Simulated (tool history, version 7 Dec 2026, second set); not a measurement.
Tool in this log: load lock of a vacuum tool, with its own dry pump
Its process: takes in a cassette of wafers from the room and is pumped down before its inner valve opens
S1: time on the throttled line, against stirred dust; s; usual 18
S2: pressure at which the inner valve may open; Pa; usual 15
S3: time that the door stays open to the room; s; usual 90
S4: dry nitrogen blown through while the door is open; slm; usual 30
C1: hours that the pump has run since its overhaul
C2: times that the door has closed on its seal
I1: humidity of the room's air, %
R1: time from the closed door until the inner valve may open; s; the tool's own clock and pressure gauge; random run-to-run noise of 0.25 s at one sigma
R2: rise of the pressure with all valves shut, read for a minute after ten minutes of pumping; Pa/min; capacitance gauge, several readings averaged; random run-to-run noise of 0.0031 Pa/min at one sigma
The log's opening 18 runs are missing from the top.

{"run": 19, "day": 60.396, "S1": 19, "S2": 15, "S3": 90, "S4": 30, "C1": 854, "C2": 4914, "I1": 45.0, "R1": 41.6, "R2": 0.065}
{"run": 20, "day": 64.654, "S1": 18, "S2": 18, "S3": 187, "S4": 40, "C1": 956, "C2": 5031, "I1": 44.4, "R1": 39.8, "R2": 0.066}
{"run": 21, "day": 69.083, "S1": 18, "S2": 18, "S3": 187, "S4": 40, "C1": 1062, "C2": 5153, "I1": 43.5, "R1": 39.4, "R2": 0.067}
{"run": 22, "day": 72.796, "S1": 18, "S2": 12, "S3": 90, "S4": 30, "C1": 1152, "C2": 5255, "I1": 38.0, "R1": 41.4, "R2": 0.053}
{"run": 23, "day": 77.021, "S1": 18, "S2": 12, "S3": 90, "S4": 30, "C1": 1253, "C2": 5372, "I1": 44.5, "R1": 41.2, "R2": 0.065}
{"run": 24, "day": 79.583, "S1": 18, "S2": 12, "S3": 90, "S4": 30, "C1": 1314, "C2": 5442, "I1": 44.4, "R1": 41.1, "R2": 0.065}
{"run": 25, "day": 83.375, "S1": 18, "S2": 13, "S3": 82, "S4": 30, "C1": 1405, "C2": 5547, "I1": 45.3, "R1": 40.8, "R2": 0.064}
{"run": 26, "day": 87.0, "S1": 18, "S2": 13, "S3": 82, "S4": 30, "C1": 1492, "C2": 5647, "I1": 46.9, "R1": 41.3, "R2": 0.059}
{"run": 27, "day": 91.067, "S1": 18, "S2": 26, "S3": 90, "S4": 30, "C1": 1590, "C2": 5759, "I1": 47.8, "R1": 39.6, "R2": 0.067}
{"run": 28, "day": 93.171, "S1": 18, "S2": 26, "S3": 90, "S4": 30, "C1": 1641, "C2": 5817, "I1": 44.3, "R1": 39.0, "R2": 0.068}
{"run": 29, "day": 97.117, "S1": 18, "S2": 15, "S3": 90, "S4": 6, "C1": 1735, "C2": 5926, "I1": 43.9, "R1": 41.0, "R2": 0.111}
{"run": 30, "day": 101.171, "S1": 35, "S2": 15, "S3": 90, "S4": 6, "C1": 1833, "C2": 6038, "I1": 45.8, "R1": 53.6, "R2": 0.111}
{"run": 31, "day": 105.0, "S1": 35, "S2": 15, "S3": 90, "S4": 6, "C1": 1924, "C2": 6143, "I1": 45.6, "R1": 53.5, "R2": 0.108}
{"run": 32, "day": 109.429, "S1": 18, "S2": 15, "S3": 90, "S4": 14, "C1": 2031, "C2": 6265, "I1": 47.2, "R1": 40.5, "R2": 0.092}
{"run": 33, "day": 113.196, "S1": 18, "S2": 15, "S3": 90, "S4": 14, "C1": 2121, "C2": 6369, "I1": 45.6, "R1": 40.6, "R2": 0.092}
{"run": 34, "day": 117.254, "S1": 18, "S2": 15, "S3": 90, "S4": 14, "C1": 2219, "C2": 6481, "I1": 44.3, "R1": 41.2, "R2": 0.09}
{"run": 35, "day": 121.267, "S1": 18, "S2": 15, "S3": 90, "S4": 14, "C1": 2315, "C2": 6592, "I1": 42.9, "R1": 41.0, "R2": 0.088}
{"run": 36, "day": 123.625, "S1": 22, "S2": 16, "S3": 26, "S4": 13, "C1": 2372, "C2": 6657, "I1": 43.8, "R1": 43.8, "R2": 0.06}
{"run": 37, "day": 127.954, "S1": 22, "S2": 16, "S3": 26, "S4": 11, "C1": 2475, "C2": 6776, "I1": 42.9, "R1": 43.7, "R2": 0.073}

Consider 4 possible next runs. They are alternatives, not a sequence: every one starts from the tool as it was left by run 37. What does each give?
{"run": "A", "day": 130.596, "S1": 22, "S2": 20, "S3": 108, "S4": 30, "C1": 2539, "C2": 6849, "I1": 45.3, "R1": "?", "R2": "?"}
{"run": "B", "day": 130.596, "S1": 22, "S2": 11, "S3": 26, "S4": 31, "C1": 2539, "C2": 6849, "I1": 43.7, "R1": "?", "R2": "?"}
{"run": "C", "day": 130.596, "S1": 34, "S2": 15, "S3": 202, "S4": 30, "C1": 2539, "C2": 6849, "I1": 46.3, "R1": "?", "R2": "?"}
{"run": "D", "day": 130.596, "S1": 18, "S2": 24, "S3": 27, "S4": 10, "C1": 2539, "C2": 6849, "I1": 44.9, "R1": "?", "R2": "?"}

run=A R1=43.4 R2=0.073
run=B R1=44.5 R2=0.049
run=C R1=53.2 R2=0.082
run=D R1=39.4 R2=0.071
With the hidden condition removed and each run's random variation left untouched, the same runs would have given:
run=A R1=43.0 R2=0.062
run=B R1=44.1 R2=0.039
run=C R1=52.9 R2=0.071
run=D R1=39.0 R2=0.061
